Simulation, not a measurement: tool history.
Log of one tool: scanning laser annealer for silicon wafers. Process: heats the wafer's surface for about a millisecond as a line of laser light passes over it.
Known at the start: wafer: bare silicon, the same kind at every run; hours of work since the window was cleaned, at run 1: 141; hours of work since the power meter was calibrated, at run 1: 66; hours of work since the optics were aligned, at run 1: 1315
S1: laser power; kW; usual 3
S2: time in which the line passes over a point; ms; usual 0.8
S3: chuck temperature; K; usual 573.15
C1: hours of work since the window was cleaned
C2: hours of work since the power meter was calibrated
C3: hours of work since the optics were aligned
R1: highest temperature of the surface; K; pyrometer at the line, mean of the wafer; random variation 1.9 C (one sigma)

Run 1, hour 0: usual settings; C1 141; C2 66; C3 1315. Result: R1 1404.15 K.
Run 2, hour 9.6: usual settings but S1 2.555 kW; C1 147; C2 71; C3 1320. Result: R1 1283.15 K.
Run 3, hour 23.6: usual settings but S1 2.555 kW; C1 155; C2 79; C3 1328. Result: R1 1281.15 K.
Run 4, hour 37.5: usual settings but S1 2.819 kW; C1 162; C2 87; C3 1335. Result: R1 1352.15 K.
At hour 43.6: optics aligned, line set to its width.
Run 5, hour 55: usual settings but S1 2.819 kW, S2 0.869 ms; C1 169; C2 94; C3 6. Result: R1 1392.15 K.
Run 6, hour 63.4: usual settings but S2 0.683 ms; C1 174; C2 98; C3 11. Result: R1 1350.15 K.
Run 7, hour 70: usual settings but S2 0.683 ms; C1 177; C2 102; C3 15. Result: R1 1349.15 K.
Run 8, hour 83.9: usual settings; C1 185; C2 110; C3 22. Result: R1 1413.15 K.
Run 9, hour 95.4: usual settings; C1 191; C2 116; C3 29. Result: R1 1409.15 K.
Run 10, hour 103.5: usual settings; C1 196; C2 121; C3 33. Result: R1 1410.15 K.
Run 11, hour 116.3: usual settings; C1 203; C2 128; C3 40. Result: R1 1412.15 K.
Run 12, hour 129.3: usual settings but S3 603.15 K; C1 210; C2 135; C3 47. Result: R1 1441.15 K.
Run 13, hour 139.7: usual settings but S2 0.689 ms; C1 216; C2 141; C3 53. Result: R1 1351.15 K.
Run 14, hour 149.4: usual settings but S3 603.15 K; C1 221; C2 146; C3 59. Result: R1 1440.15 K.
Run 15, hour 159.2: usual settings but S1 3.232 kW, S2 0.689 ms, S3 589.15 K; C1 227; C2 151; C3 64. Result: R1 1425.15 K.
Run 16, hour 170: usual settings but S1 3.229 kW, S2 0.689 ms, S3 571.15 K; C1 233; C2 157; C3 70. Result: R1 1407.15 K.
Run 17, hour 180.7: usual settings but S1 2.823 kW, S2 0.677 ms, S3 550.15 K; C1 239; C2 163; C3 76. Result: R1 1278.15 K.
Run 18, hour 192.3: usual settings but S1 2.948 kW, S2 0.657 ms, S3 578.15 K; C1 245; C2 170; C3 82. Result: R1 1325.15 K.
Run 19, hour 203.7: usual settings but S1 3.22 kW, S2 0.661 ms; C1 251; C2 176; C3 89. Result: R1 1389.15 K.
Run 20, hour 214.3: usual settings but S1 3.124 kW, S2 0.661 ms, S3 590.15 K; C1 257; C2 182; C3 94. Result: R1 1383.15 K.
Run 21, hour 221: usual settings but S1 2.73 kW, S2 0.618 ms, S3 545.15 K; C1 261; C2 186; C3 98. Result: R1 1220.15 K.
Run 22, hour 232.3: usual settings but S1 2.73 kW, S2 0.618 ms, S3 545.15 K; C1 267; C2 192; C3 104. Result: R1 1218.15 K.
Run 23, hour 239.9: usual settings but S1 2.73 kW, S2 0.915 ms, S3 557.15 K; C1 271; C2 196; C3 109. Result: R1 1365.15 K.
Run 24, hour 247.8: usual settings but S3 593.15 K; C1 276; C2 200; C3 113. Result: R1 1427.15 K.
Run 25, hour 259.7: usual settings but S1 2.741 kW, S2 0.913 ms, S3 588.15 K; C1 282; C2 207; C3 120. Result: R1 1399.15 K.
Run 26, hour 271.3: usual settings but S1 2.741 kW, S2 0.886 ms, S3 561.15 K; C1 289; C2 213; C3 126. Result: R1 1360.15 K.
Run 27, hour 277.9: usual settings but S1 2.589 kW, S2 0.868 ms, S3 538.15 K; C1 292; C2 217; C3 130. Result: R1 1287.15 K.

4 ways to go on from here, each from the tool as it stands after run 27. What would each give?
Run A, hour 284.7: usual settings but S1 2.745 kW; C1 296; C2 221; C3 133. Result: R1 ?.
Run B, hour 284.7: usual settings but S3 597.15 K; C1 296; C2 221; C3 133. Result: R1 ?.
Run C, hour 284.7: usual settings but S1 3.021 kW, S2 0.868 ms, S3 595.15 K; C1 296; C2 221; C3 133. Result: R1 ?.
Run D, hour 284.7: usual settings but S1 2.74 kW; C1 296; C2 221; C3 133. Result: R1 ?.

run       R1
  A  1336.15
  B  1430.15
  C  1464.15
  D  1339.15
Without the tool's hidden state the same runs would have given:
run       R1
  A  1349.15
  B  1444.15
  C  1479.15
  D  1352.15

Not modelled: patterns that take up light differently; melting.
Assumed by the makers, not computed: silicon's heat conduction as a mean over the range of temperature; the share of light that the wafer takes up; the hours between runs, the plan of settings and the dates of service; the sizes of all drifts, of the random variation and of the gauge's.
